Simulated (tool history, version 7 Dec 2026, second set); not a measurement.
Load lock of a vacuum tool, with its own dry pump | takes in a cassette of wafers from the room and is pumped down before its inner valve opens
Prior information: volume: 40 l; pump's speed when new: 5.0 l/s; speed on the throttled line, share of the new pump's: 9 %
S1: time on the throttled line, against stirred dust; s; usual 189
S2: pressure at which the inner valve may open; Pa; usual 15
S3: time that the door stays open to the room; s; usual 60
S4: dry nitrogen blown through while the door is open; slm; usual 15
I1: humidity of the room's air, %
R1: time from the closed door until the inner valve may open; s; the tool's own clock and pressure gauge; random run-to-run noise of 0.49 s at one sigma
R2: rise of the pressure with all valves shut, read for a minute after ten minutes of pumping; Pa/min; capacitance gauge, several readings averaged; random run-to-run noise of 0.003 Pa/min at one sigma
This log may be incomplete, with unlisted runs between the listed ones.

run	hour	S1	S2	S3	S4	I1	R1	R2
1	0	189	15	60	15	37.6	242.6	0.031
2	466.7	189	15	60	15	44.4	242.9	0.036
3	893	189	15	60	15	46.6	242.6	0.036
4	1493.3	336	15	60	15	47.1	375.3	0.039
5	2026.3	336	15	60	15	46.3	375.8	0.038
6	2369.6	336	15	60	15	44.6	375.8	0.038
7	2962	163	15	60	15	47.2	218.8	0.04
8	3348	163	15	60	15	46.6	219	0.042
9	3771.6	163	15	60	15	43.8	219.1	0.037
10	4243.9	163	15	60	15	47.2	218.6	0.04
11	4794.8	189	15	60	16	46	242.8	0.039
12	5478.6	189	15	91	15	44.7	243.2	0.048
13	6018.7	189	15	91	15	43.8	242.5	0.045
14	6372.6	189	15	91	15	47.3	242.1	0.055
# hour 6535.3: door's seal changed, seat wiped
15	6671.8	189	15	91	15	45.8	243.5	0.049
16	7043.5	189	15	91	15	43.5	243	0.047
17	7610.4	189	15	60	15	45.2	243.4	0.037
18	8227.6	189	15	60	15	45.4	243	0.04
19	8828.5	189	15	60	15	43.9	243	0.038
20	9191.4	331	15	60	10	48.9	373	0.048
21	9754.1	235	15	39	11	44.2	284.3	0.031
22	10391.8	235	15	39	11	43	284.7	0.028
23	10977.4	235	15	39	11	45.3	283.3	0.029
24	11541.7	235	15	39	11	48.3	285	0.034
25	12036.8	227	23	171	8	43.2	272.8	0.076
26	12526.2	227	23	171	8	43.6	273.5	0.081
27	13203.7	227	23	171	8	47.7	274	0.088
28	13545.6	227	23	171	8	44.3	272.8	0.081
29	13919.9	293	15	57	38	47.8	336.8	0.036
30	14301.2	293	15	57	38	45.7	336.1	0.026
31	14674.1	293	13	28	38	45.9	337.8	0.021
32	15279.8	189	15	61	15	46.4	242.5	0.046
33	15890.2	189	15	61	5	44.8	243.2	0.049
34	16336.1	189	27	60	9	44.8	237.2	0.039
35	16859	189	15	63	15	42.7	242.6	0.039
# hour 17088.9: door's seal changed, seat wiped
36	17540.2	189	15	63	15	46.3	243.1	0.036
37	18082.7	214	21	63	15	44.5	262.2	0.04

Branching from run 37: 3 alternative next runs. What would each branch give?
A	18424.8	214	21	63	17	45.5	?	?
B	18424.8	133	25	63	15	44.3	?	?
C	18424.8	352	15	60	14	42.9	?	?

run	R1	R2
A	262.5	0.044
B	187.9	0.035
C	392.2	0.046
With the hidden condition removed and each run's random variation left untouched, the same runs would have given:
run	R1	R2
A	262.4	0.044
B	187.8	0.035
C	392.1	0.046
